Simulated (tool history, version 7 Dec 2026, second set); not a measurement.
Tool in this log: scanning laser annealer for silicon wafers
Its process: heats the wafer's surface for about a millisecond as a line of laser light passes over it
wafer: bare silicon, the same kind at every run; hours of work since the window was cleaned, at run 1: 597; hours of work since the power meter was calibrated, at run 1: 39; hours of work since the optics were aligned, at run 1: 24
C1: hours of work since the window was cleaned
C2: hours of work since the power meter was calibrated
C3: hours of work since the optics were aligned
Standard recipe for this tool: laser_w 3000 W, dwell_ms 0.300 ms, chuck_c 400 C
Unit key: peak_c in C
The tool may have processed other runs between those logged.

Run 1, day 0.000: usual settings; C1 597; C2 39; C3 24. Result: peak_c 1080 C.
Run 2, day 0.592: usual settings but dwell_ms 0.292 ms; C1 604; C2 47; C3 31. Result: peak_c 1067 C.
Run 3, day 1.088: usual settings; C1 610; C2 53; C3 37. Result: peak_c 1076 C.
Run 4, day 1.592: usual settings but laser_w 2902 W; C1 617; C2 59; C3 44. Result: peak_c 1046 C.
Run 5, day 2.246: usual settings but laser_w 2902 W; C1 625; C2 67; C3 52. Result: peak_c 1045 C.
Run 6, day 3.200: usual settings; C1 637; C2 79; C3 64. Result: peak_c 1076 C.
Run 7, day 4.104: usual settings; C1 648; C2 90; C3 75. Result: peak_c 1076 C.
Run 8, day 4.600: usual settings; C1 654; C2 96; C3 81. Result: peak_c 1076 C.
Run 9, day 5.200: usual settings but laser_w 2875 W; C1 661; C2 103; C3 88. Result: peak_c 1037 C.
Run 10, day 5.996: usual settings but laser_w 2875 W; C1 671; C2 113; C3 98. Result: peak_c 1033 C.
Run 11, day 6.704: usual settings but laser_w 3215 W; C1 680; C2 122; C3 107. Result: peak_c 1139 C.
Run 12, day 7.342: usual settings but laser_w 2841 W; C1 688; C2 130; C3 115. Result: peak_c 1023 C.
Run 13, day 7.742: usual settings but laser_w 2841 W; C1 693; C2 135; C3 120. Result: peak_c 1024 C.
Run 14, day 8.504: usual settings but laser_w 2841 W; C1 702; C2 144; C3 129. Result: peak_c 1029 C.
Run 15, day 8.896: usual settings but laser_w 2841 W; C1 707; C2 149; C3 134. Result: peak_c 1026 C.
Run 16, day 9.671: usual settings but laser_w 2841 W, chuck_c 417 C; C1 716; C2 159; C3 143. Result: peak_c 1041 C.
Run 17, day 10.329: usual settings but laser_w 3299 W, chuck_c 417 C; C1 724; C2 167; C3 151. Result: peak_c 1177 C.
At day 11.000: window over the wafer cleaned.
Run 18, day 11.208: usual settings; C1 3; C2 177; C3 161. Result: peak_c 1098 C.
Run 19, day 11.871: usual settings; C1 11; C2 185; C3 169. Result: peak_c 1100 C.
Run 20, day 12.792: usual settings; C1 22; C2 196; C3 181. Result: peak_c 1098 C.
Run 21, day 13.188: usual settings; C1 27; C2 201; C3 186. Result: peak_c 1100 C.
Run 22, day 13.879: usual settings but dwell_ms 0.265 ms; C1 36; C2 210; C3 194. Result: peak_c 1054 C.
Run 23, day 14.704: usual settings but laser_w 2867 W, dwell_ms 0.335 ms, chuck_c 402 C; C1 46; C2 220; C3 204. Result: peak_c 1096 C.
Run 24, day 15.104: usual settings but laser_w 2867 W, dwell_ms 0.335 ms, chuck_c 402 C; C1 51; C2 225; C3 209. Result: peak_c 1096 C.
Run 25, day 15.758: usual settings but laser_w 2867 W, dwell_ms 0.335 ms, chuck_c 402 C; C1 59; C2 233; C3 217. Result: peak_c 1096 C.
Run 26, day 16.467: usual settings but laser_w 2867 W, dwell_ms 0.335 ms, chuck_c 402 C; C1 67; C2 241; C3 226. Result: peak_c 1097 C.
Run 27, day 17.275: usual settings but laser_w 2894 W, dwell_ms 0.234 ms, chuck_c 382 C; C1 77; C2 251; C3 236. Result: peak_c 967 C.
Run 28, day 17.721: usual settings but laser_w 2894 W, dwell_ms 0.234 ms, chuck_c 382 C; C1 83; C2 257; C3 242. Result: peak_c 966 C.
Run 29, day 18.338: usual settings but laser_w 2894 W, dwell_ms 0.234 ms, chuck_c 382 C; C1 91; C2 265; C3 249. Result: peak_c 965 C.
Run 30, day 18.871: usual settings but laser_w 2553 W, dwell_ms 0.252 ms; C1 97; C2 271; C3 256. Result: peak_c 913 C.
Run 31, day 19.804: usual settings but laser_w 3247 W, dwell_ms 0.219 ms; C1 109; C2 283; C3 267. Result: peak_c 1053 C.
Run 32, day 20.496: usual settings but laser_w 3247 W, dwell_ms 0.219 ms; C1 117; C2 291; C3 276. Result: peak_c 1052 C.
Run 33, day 21.046: usual settings but laser_w 3247 W, dwell_ms 0.219 ms; C1 124; C2 298; C3 283. Result: peak_c 1057 C.
Run 34, day 21.958: usual settings but laser_w 3131 W, dwell_ms 0.355 ms; C1 135; C2 309; C3 294. Result: peak_c 1198 C.
Run 35, day 22.696: usual settings but laser_w 2764 W, dwell_ms 0.255 ms, chuck_c 416 C; C1 144; C2 318; C3 303. Result: peak_c 986 C.
Run 36, day 23.383: usual settings but laser_w 2764 W, dwell_ms 0.255 ms, chuck_c 423 C; C1 153; C2 327; C3 312. Result: peak_c 996 C.
Run 37, day 24.317: usual settings but laser_w 2694 W, chuck_c 370 C; C1 164; C2 338; C3 323. Result: peak_c 968 C.
Run 38, day 24.762: usual settings but laser_w 2694 W, chuck_c 370 C; C1 170; C2 344; C3 329. Result: peak_c 971 C.
Run 39, day 25.254: usual settings but laser_w 2694 W, chuck_c 370 C; C1 176; C2 350; C3 335. Result: peak_c 967 C.
Run 40, day 26.008: usual settings but laser_w 2694 W, chuck_c 370 C; C1 185; C2 359; C3 344. Result: peak_c 967 C.
Run 41, day 26.729: usual settings but laser_w 2694 W, chuck_c 370 C; C1 194; C2 368; C3 353. Result: peak_c 965 C.
Run 42, day 27.212: usual settings but laser_w 3096 W, dwell_ms 0.292 ms, chuck_c 382 C; C1 200; C2 374; C3 359. Result: peak_c 1090 C.

How the hidden state differs across the entries between the runs, from the last listed run before each to the first after it:
After run 17, before run 18: window over the wafer cleaned (day 11.000)
  light that passes the window, % of a clean one's: 96.63 -> 99.79; laser's true power over the reading, %: 0.1 -> 0.11; width of the line over the set one, %: 0.54 -> 0.57
  difference, measured minus the result without the unlogged condition, peak_c: -38 -> -4 C
